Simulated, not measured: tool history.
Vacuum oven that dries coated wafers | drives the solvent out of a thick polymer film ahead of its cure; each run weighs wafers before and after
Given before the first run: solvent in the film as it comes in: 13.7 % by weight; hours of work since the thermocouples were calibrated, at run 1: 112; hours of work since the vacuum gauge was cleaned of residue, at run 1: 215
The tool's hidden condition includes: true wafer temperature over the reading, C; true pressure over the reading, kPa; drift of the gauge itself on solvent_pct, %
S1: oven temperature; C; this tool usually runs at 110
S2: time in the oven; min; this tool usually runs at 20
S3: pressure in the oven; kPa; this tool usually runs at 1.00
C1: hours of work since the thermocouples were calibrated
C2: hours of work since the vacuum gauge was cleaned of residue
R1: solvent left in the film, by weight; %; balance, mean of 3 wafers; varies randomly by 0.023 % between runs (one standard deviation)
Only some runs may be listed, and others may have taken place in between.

run   hour   S1  S2    S3   C1   C2    R1
  1    0.0  110  20  1.00  112  215  2.37
  2   68.3  110  20  1.00  166  269  2.39
  3  133.3  110  20  2.34  217  320  3.00
  4  201.4  110  24  1.00  271  374  1.78
  5  262.6  110  24  1.00  319  422  1.78
  6  327.4  110  24  1.00  370  473  1.80
     334.9  -- vacuum gauge cleaned of residue and calibrated
  7  379.0  110  24  1.00  409   35  1.77
  8  428.5  110  15  1.00  448   74  3.31
     480.6  -- vacuum gauge cleaned of residue and calibrated, once more
  9  480.9  110  15  1.00  488    0  3.23
 10  541.9   97  16  1.00  537   48  5.41
 11  622.4  119  19  2.66  600  112  1.88
     635.1  -- oven's thermocouples calibrated
 12  689.2  105  31  0.61   43  163  1.65

Alternative continuations, all from the tool just after run 12; predict every row:
  A  740.5  105  31  0.50  83  203   ?
  B  740.5  110  20  1.06  83  203   ?
  C  740.5  106  31  1.27  83  203   ?
  D  740.5  123  20  1.00  83  203   ?
  E  740.5  110  19  1.00  83  203   ?

run    R1
  A  1.55
  B  2.44
  C  1.91
  D  0.89
  E  2.66
With the hidden condition removed and each run's random variation left untouched, the same runs would have given:
run    R1
  A  1.52
  B  2.40
  C  1.88
  D  0.87
  E  2.62
